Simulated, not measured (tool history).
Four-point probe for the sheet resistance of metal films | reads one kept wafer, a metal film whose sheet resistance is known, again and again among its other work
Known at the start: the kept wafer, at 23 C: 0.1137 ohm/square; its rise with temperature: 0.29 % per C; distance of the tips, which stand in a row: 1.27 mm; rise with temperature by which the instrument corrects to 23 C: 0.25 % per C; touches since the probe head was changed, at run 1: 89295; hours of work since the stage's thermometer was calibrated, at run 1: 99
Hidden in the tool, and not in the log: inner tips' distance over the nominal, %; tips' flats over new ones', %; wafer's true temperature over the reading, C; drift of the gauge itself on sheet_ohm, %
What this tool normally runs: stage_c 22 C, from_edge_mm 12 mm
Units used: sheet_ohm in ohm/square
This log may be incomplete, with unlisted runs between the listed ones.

run    hour  stage_c  from_edge_mm  touches since the probe head was changed  hours of work since the stage's thermometer was calibrated  sheet_ohm
  1     0.0       22            12                                     89295                                                          99   0.113415
  2    23.2       22            12                                     90202                                                         111   0.113458
  3    56.1       22            12                                     91492                                                         128   0.113420
  4    75.2       22            12                                     92240                                                         138   0.113399
  5   113.7       22            12                                     93751                                                         157   0.113439
  6   130.5       28            12                                     94408                                                         166   0.113647
  7   159.7       28            12                                     95551                                                         181   0.113660
  8   177.2       28            12                                     96235                                                         190   0.113646
  9   215.5       22            12                                     97737                                                         210   0.113364
 10   237.4       20            12                                     98594                                                         221   0.113299
 11   277.8       20            12                                    100176                                                         241   0.113310
 12   312.2       31            12                                    101526                                                         259   0.113734
 13   342.9       31             9                                    102728                                                         275   0.114277
 14   364.7       31             9                                    103581                                                         286   0.114214
 15   394.5       21            12                                    104748                                                         301   0.113252
 16   430.2       21            12                                    106149                                                         319   0.113290
 17   463.4       22            14                                    107448                                                         336   0.113093
 18   492.4       22            14                                    108585                                                         351   0.113145
 19   519.1       27            12                                    109631                                                         365   0.113486
 20   537.8       22             4                                    110364                                                         374   0.118425
 21   556.3       22             7                                    111087                                                         384   0.114611
 22   597.2       22             7                                    112690                                                         405   0.114557
 23   631.6       23             9                                    114039                                                         422   0.113885
 24   648.5       18            19                                    114698                                                         431   0.112687
 25   674.9       33             7                                    115734                                                         444   0.115001
 26   703.6       21             4                                    116860                                                         459   0.118271
 27   741.2       21            12                                    118333                                                         478   0.113145
 28   774.0       19            33                                    119615                                                         495   0.112496
 29   801.4       32            14                                    120690                                                         509   0.113446
 30   838.1       18            34                                    122128                                                         528   0.112452
 31   865.9       30            58                                    123216                                                         542   0.112924
 32   903.9       18             3                                    124707                                                         561   0.122157
 33   934.2       26            47                                    125890                                                         577   0.112729
 34   959.9       26            47                                    126900                                                         590   0.112714
 35   976.8       26            47                                    127559                                                         599   0.112668
 36  1000.4       27            29                                    128485                                                         611   0.112828
 37  1029.7       27            37                                    129632                                                         626   0.112801
 38  1046.8       29            43                                    130302                                                         634   0.112844
 39  1063.8       24             9                                    130969                                                         643   0.113784
 40  1081.5       32             6                                    131664                                                         652   0.115554
 41  1118.3       32             6                                    133102                                                         671   0.115541

Below, each run's measurement less what the same run would have read without the hidden state. Both values contain the same run-to-run variation, but the gauge's scatter may not be the same in both:
run  sheet_ohm
  1  -0.000906
  2  -0.000912
  3  -0.000920
  4  -0.000925
  5  -0.000935
  6  -0.000941
  7  -0.000948
  8  -0.000952
  9  -0.000960
 10  -0.000966
 11  -0.000976
 12  -0.000990
 13  -0.001002
 14  -0.001007
 15  -0.001007
 16  -0.001016
 17  -0.001022
 18  -0.001030
 19  -0.001040
 20  -0.001086
 21  -0.001058
 22  -0.001070
 23  -0.001074
 24  -0.001067
 25  -0.001095
 26  -0.001130
 27  -0.001095
 28  -0.001097
 29  -0.001114
 30  -0.001113
 31  -0.001127
 32  -0.001219
 33  -0.001141
 34  -0.001148
 35  -0.001151
 36  -0.001158
 37  -0.001165
 38  -0.001169
 39  -0.001181
 40  -0.001204
 41  -0.001214

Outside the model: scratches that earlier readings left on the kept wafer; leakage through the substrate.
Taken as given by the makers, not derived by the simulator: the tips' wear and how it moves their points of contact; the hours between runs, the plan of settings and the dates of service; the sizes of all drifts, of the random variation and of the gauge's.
